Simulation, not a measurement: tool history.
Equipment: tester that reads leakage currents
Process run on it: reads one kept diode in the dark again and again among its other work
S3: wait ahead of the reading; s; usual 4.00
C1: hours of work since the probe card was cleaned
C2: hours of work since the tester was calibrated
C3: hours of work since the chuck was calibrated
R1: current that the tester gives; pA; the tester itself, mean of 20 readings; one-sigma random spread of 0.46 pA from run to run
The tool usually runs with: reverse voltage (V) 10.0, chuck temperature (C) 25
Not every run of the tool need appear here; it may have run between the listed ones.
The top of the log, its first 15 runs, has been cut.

{"run": 16, "hour": 1239.6, "reverse voltage (V)": 10.0, "chuck temperature (C)": 38, "S3": 4.0, "C1": 2140, "C2": 2828, "C3": 745, "R1": 481.36}
{"run": 17, "hour": 1315.5, "reverse voltage (V)": 10.0, "chuck temperature (C)": 38, "S3": 4.0, "C1": 2172, "C2": 2860, "C3": 777, "R1": 482.31}
{"run": 18, "hour": 1414.7, "reverse voltage (V)": 10.0, "chuck temperature (C)": 38, "S3": 4.0, "C1": 2214, "C2": 2902, "C3": 819, "R1": 485.17}
{"run": 19, "hour": 1481.1, "reverse voltage (V)": 10.0, "chuck temperature (C)": 38, "S3": 4.0, "C1": 2242, "C2": 2930, "C3": 847, "R1": 487.88}
{"run": 20, "hour": 1560.9, "reverse voltage (V)": 10.0, "chuck temperature (C)": 59, "S3": 4.0, "C1": 2276, "C2": 2964, "C3": 881, "R1": 2134.87}
{"hour": 1572.3, "done": "tester calibrated"}
{"run": 21, "hour": 1615.6, "reverse voltage (V)": 1.2, "chuck temperature (C)": 28, "S3": 0.6, "C1": 2298, "C2": 18, "C3": 903, "R1": 110.87}
{"run": 22, "hour": 1705.4, "reverse voltage (V)": 18.5, "chuck temperature (C)": 29, "S3": 1.88, "C1": 2336, "C2": 56, "C3": 941, "R1": 314.59}
{"run": 23, "hour": 1804.7, "reverse voltage (V)": 1.0, "chuck temperature (C)": 36, "S3": 4.0, "C1": 2378, "C2": 98, "C3": 983, "R1": 195.5}
{"run": 24, "hour": 1904.9, "reverse voltage (V)": 1.0, "chuck temperature (C)": 36, "S3": 4.0, "C1": 2421, "C2": 141, "C3": 1026, "R1": 197.57}
{"run": 25, "hour": 1990.6, "reverse voltage (V)": 3.5, "chuck temperature (C)": 44, "S3": 4.0, "C1": 2457, "C2": 177, "C3": 1062, "R1": 547.91}
{"run": 26, "hour": 2081.0, "reverse voltage (V)": 3.5, "chuck temperature (C)": 44, "S3": 4.0, "C1": 2495, "C2": 215, "C3": 1100, "R1": 549.9}
{"run": 27, "hour": 2135.5, "reverse voltage (V)": 3.5, "chuck temperature (C)": 60, "S3": 0.32, "C1": 2518, "C2": 238, "C3": 1123, "R1": 1653.55}
{"hour": 2202.1, "done": "tester calibrated, once more"}
{"run": 28, "hour": 2203.9, "reverse voltage (V)": 3.5, "chuck temperature (C)": 60, "S3": 2.97, "C1": 2546, "C2": 1, "C3": 1151, "R1": 1619.85}
{"run": 29, "hour": 2251.3, "reverse voltage (V)": 10.0, "chuck temperature (C)": 28, "S3": 0.61, "C1": 2566, "C2": 21, "C3": 1171, "R1": 236.91}
{"run": 30, "hour": 2295.7, "reverse voltage (V)": 19.5, "chuck temperature (C)": 40, "S3": 2.08, "C1": 2585, "C2": 40, "C3": 1190, "R1": 735.29}
{"run": 31, "hour": 2397.5, "reverse voltage (V)": 9.6, "chuck temperature (C)": 49, "S3": 0.96, "C1": 2628, "C2": 83, "C3": 1233, "R1": 1095.12}
{"run": 32, "hour": 2479.3, "reverse voltage (V)": 9.6, "chuck temperature (C)": 49, "S3": 0.96, "C1": 2663, "C2": 117, "C3": 1268, "R1": 1100.38}
{"run": 33, "hour": 2531.1, "reverse voltage (V)": 10.0, "chuck temperature (C)": 32, "S3": 0.96, "C1": 2685, "C2": 139, "C3": 1290, "R1": 324.23}
{"run": 34, "hour": 2597.8, "reverse voltage (V)": 10.0, "chuck temperature (C)": 32, "S3": 0.96, "C1": 2713, "C2": 167, "C3": 1318, "R1": 326.59}
{"hour": 2614.8, "done": "chuck's temperature calibrated"}
{"run": 35, "hour": 2663.1, "reverse voltage (V)": 10.0, "chuck temperature (C)": 32, "S3": 0.96, "C1": 2740, "C2": 194, "C3": 20, "R1": 276.42}
{"run": 36, "hour": 2745.4, "reverse voltage (V)": 2.9, "chuck temperature (C)": 21, "S3": 1.28, "C1": 2774, "C2": 229, "C3": 55, "R1": 74.86}
{"run": 37, "hour": 2822.5, "reverse voltage (V)": 2.9, "chuck temperature (C)": 21, "S3": 1.28, "C1": 2807, "C2": 261, "C3": 88, "R1": 75.36}
{"run": 38, "hour": 2874.5, "reverse voltage (V)": 10.0, "chuck temperature (C)": 25, "S3": 0.31, "C1": 2829, "C2": 283, "C3": 110, "R1": 170.89}
{"run": 39, "hour": 2924.0, "reverse voltage (V)": 10.0, "chuck temperature (C)": 25, "S3": 0.31, "C1": 2850, "C2": 304, "C3": 131, "R1": 171.92}
{"run": 40, "hour": 3022.0, "reverse voltage (V)": 3.4, "chuck temperature (C)": 28, "S3": 0.45, "C1": 2891, "C2": 346, "C3": 172, "R1": 143.02}

Each row is a separate what-if for the run after 40, all from the same tool condition, not one after another. Results?
{"run": "A", "hour": 3095.8, "reverse voltage (V)": 10.0, "chuck temperature (C)": 36, "S3": 2.76, "C1": 2923, "C2": 377, "C3": 203, "R1": "?"}
{"run": "B", "hour": 3095.8, "reverse voltage (V)": 3.4, "chuck temperature (C)": 28, "S3": 0.66, "C1": 2923, "C2": 377, "C3": 203, "R1": "?"}
{"run": "C", "hour": 3095.8, "reverse voltage (V)": 3.9, "chuck temperature (C)": 32, "S3": 1.35, "C1": 2923, "C2": 377, "C3": 203, "R1": "?"}
{"run": "D", "hour": 3095.8, "reverse voltage (V)": 1.2, "chuck temperature (C)": 25, "S3": 4.24, "C1": 2923, "C2": 377, "C3": 203, "R1": "?"}

run=A R1=387.61
run=B R1=142.64
run=C R1=203.48
run=D R1=77.61
The same runs, with their run-to-run variation unchanged, on a tool lacking any hidden condition would have given:
run=A R1=372.04
run=B R1=137.01
run=C R1=196.22
run=D R1=74.96
